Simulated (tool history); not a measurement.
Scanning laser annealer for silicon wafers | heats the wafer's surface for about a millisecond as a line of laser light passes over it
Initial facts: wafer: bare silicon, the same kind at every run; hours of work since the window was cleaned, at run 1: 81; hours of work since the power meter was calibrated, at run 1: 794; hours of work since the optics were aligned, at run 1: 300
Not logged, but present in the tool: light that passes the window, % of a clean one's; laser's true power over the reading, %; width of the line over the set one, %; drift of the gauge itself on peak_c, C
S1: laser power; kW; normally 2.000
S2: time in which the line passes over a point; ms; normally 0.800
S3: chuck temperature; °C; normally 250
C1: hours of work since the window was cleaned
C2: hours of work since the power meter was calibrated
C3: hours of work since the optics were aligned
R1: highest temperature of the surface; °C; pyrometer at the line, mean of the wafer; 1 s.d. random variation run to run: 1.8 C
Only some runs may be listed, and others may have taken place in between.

Run 1, hour 0.0: usual settings; C1 81; C2 794; C3 300. Result: R1 965 °C.
Run 2, hour 29.1: usual settings; C1 95; C2 808; C3 314. Result: R1 963 °C.
Run 3, hour 57.3: usual settings; C1 109; C2 822; C3 328. Result: R1 959 °C.
Run 4, hour 96.6: usual settings; C1 128; C2 841; C3 347. Result: R1 956 °C.
Run 5, hour 132.8: usual settings; C1 146; C2 858; C3 365. Result: R1 954 °C.
Run 6, hour 169.0: usual settings; C1 163; C2 876; C3 382. Result: R1 953 °C.
Run 7, hour 195.4: usual settings but S3 215 °C; C1 176; C2 888; C3 395. Result: R1 916 °C.
Run 8, hour 229.3: usual settings; C1 192; C2 905; C3 411. Result: R1 950 °C.
Run 9, hour 255.7: usual settings; C1 205; C2 917; C3 424. Result: R1 946 °C.
Run 10, hour 291.6: usual settings but S1 1.833 kW; C1 222; C2 935; C3 441. Result: R1 880 °C.
Run 11, hour 330.2: usual settings but S1 1.833 kW; C1 241; C2 953; C3 460. Result: R1 877 °C.
Run 12, hour 370.2: usual settings but S1 1.833 kW, S2 0.733 ms; C1 260; C2 973; C3 479. Result: R1 850 °C.
Run 13, hour 390.6: usual settings but S1 1.833 kW, S2 0.733 ms; C1 270; C2 983; C3 489. Result: R1 849 °C.
Run 14, hour 412.7: usual settings but S1 1.833 kW, S2 0.733 ms; C1 281; C2 993; C3 500. Result: R1 847 °C.
Run 15, hour 449.5: usual settings but S1 1.833 kW, S2 0.733 ms; C1 299; C2 1011; C3 518. Result: R1 847 °C.
At hour 457.8: window over the wafer cleaned.
Run 16, hour 488.7: usual settings but S1 1.833 kW, S2 0.733 ms; C1 15; C2 1029; C3 536. Result: R1 880 °C.
Run 17, hour 505.7: usual settings but S1 1.833 kW, S2 0.733 ms; C1 23; C2 1037; C3 544. Result: R1 879 °C.
Run 18, hour 541.3: usual settings but S2 0.620 ms; C1 40; C2 1055; C3 561. Result: R1 892 °C.
Run 19, hour 573.9: usual settings but S3 274 °C; C1 56; C2 1070; C3 577. Result: R1 988 °C.
Run 20, hour 600.0: usual settings but S3 274 °C; C1 69; C2 1083; C3 590. Result: R1 985 °C.
Run 21, hour 634.0: usual settings but S3 274 °C; C1 85; C2 1099; C3 606. Result: R1 986 °C.
Run 22, hour 656.9: usual settings but S1 1.817 kW, S3 271 °C; C1 96; C2 1110; C3 617. Result: R1 908 °C.
Run 23, hour 692.7: usual settings but S2 0.673 ms, S3 286 °C; C1 114; C2 1128; C3 634. Result: R1 941 °C.
Run 24, hour 725.7: usual settings but S1 1.999 kW, S2 0.731 ms, S3 286 °C; C1 130; C2 1144; C3 650. Result: R1 965 °C.
Run 25, hour 761.0: usual settings but S1 1.999 kW, S2 0.731 ms, S3 286 °C; C1 147; C2 1161; C3 667. Result: R1 962 °C.
At hour 769.5: optics aligned, line set to its width.
Run 26, hour 806.1: usual settings but S1 1.999 kW, S2 0.731 ms, S3 286 °C; C1 166; C2 1180; C3 18. Result: R1 951 °C.
Run 27, hour 827.3: usual settings but S1 1.779 kW, S2 0.645 ms, S3 257 °C; C1 176; C2 1190; C3 28. Result: R1 808 °C.
Run 28, hour 859.9: usual settings but S1 2.171 kW, S3 270 °C; C1 192; C2 1206; C3 44. Result: R1 1026 °C.
Run 29, hour 897.6: usual settings but S1 2.012 kW, S2 0.692 ms, S3 252 °C; C1 210; C2 1224; C3 62. Result: R1 900 °C.
Run 30, hour 924.6: usual settings but S1 2.012 kW, S2 0.872 ms, S3 219 °C; C1 223; C2 1237; C3 75. Result: R1 932 °C.
Run 31, hour 943.6: usual settings but S1 1.982 kW; C1 232; C2 1247; C3 84. Result: R1 926 °C.
Run 32, hour 975.9: usual settings but S2 0.632 ms; C1 248; C2 1262; C3 100. Result: R1 864 °C.
At hour 996.6: optics aligned, line set to its width, once more.
Run 33, hour 1008.7: usual settings but S2 0.632 ms; C1 261; C2 1276; C3 6. Result: R1 879 °C.
Run 34, hour 1047.7: usual settings but S2 0.976 ms, S3 261 °C; C1 280; C2 1295; C3 25. Result: R1 1019 °C.
Run 35, hour 1073.1: usual settings but S1 2.048 kW; C1 293; C2 1307; C3 37. Result: R1 962 °C.
At hour 1093.0: window over the wafer cleaned.
Run 36, hour 1093.0: usual settings but S1 2.025 kW, S2 0.717 ms, S3 233 °C; C1 0; C2 1316; C3 46. Result: R1 942 °C.
Run 37, hour 1131.5: usual settings but S1 2.143 kW, S2 0.670 ms; C1 19; C2 1334; C3 64. Result: R1 982 °C.

How the hidden state differs across the entries between the runs, from the last listed run before each to the first after it:
From run 15 to run 16: window over the wafer cleaned (hour 457.8)
  light that passes the window, % of a clean one's: 94.54 -> 99.44; laser's true power over the reading, %: 0.63 -> 0.64; width of the line over the set one, %: 1.87 -> 1.93
  the result without the hidden state subtracted from the measured one, R1: -44 -> -8 °C
From run 25 to run 26: optics aligned, line set to its width (hour 769.5)
  light that passes the window, % of a clean one's: 97.19 -> 96.86; laser's true power over the reading, %: 0.68 -> 0.69; width of the line over the set one, %: 2.39 -> 3.82
  the result without the hidden state subtracted from the measured one, R1: -29 -> -37 °C
From run 32 to run 33: optics aligned, line set to its width, once more (hour 996.6)
  light that passes the window, % of a clean one's: 95.48 -> 95.25; laser's true power over the reading, %: 0.72 -> 0.73; width of the line over the set one, %: 4.11 -> 0.37
  the result without the hidden state subtracted from the measured one, R1: -46 -> -32 °C
From run 35 to run 36: window over the wafer cleaned (hour 1093.0)
  light that passes the window, % of a clean one's: 94.7 -> 99.68; laser's true power over the reading, %: 0.74 -> 0.75; width of the line over the set one, %: 0.48 -> 0.51
  the result without the hidden state subtracted from the measured one, R1: -42 -> +1 °C
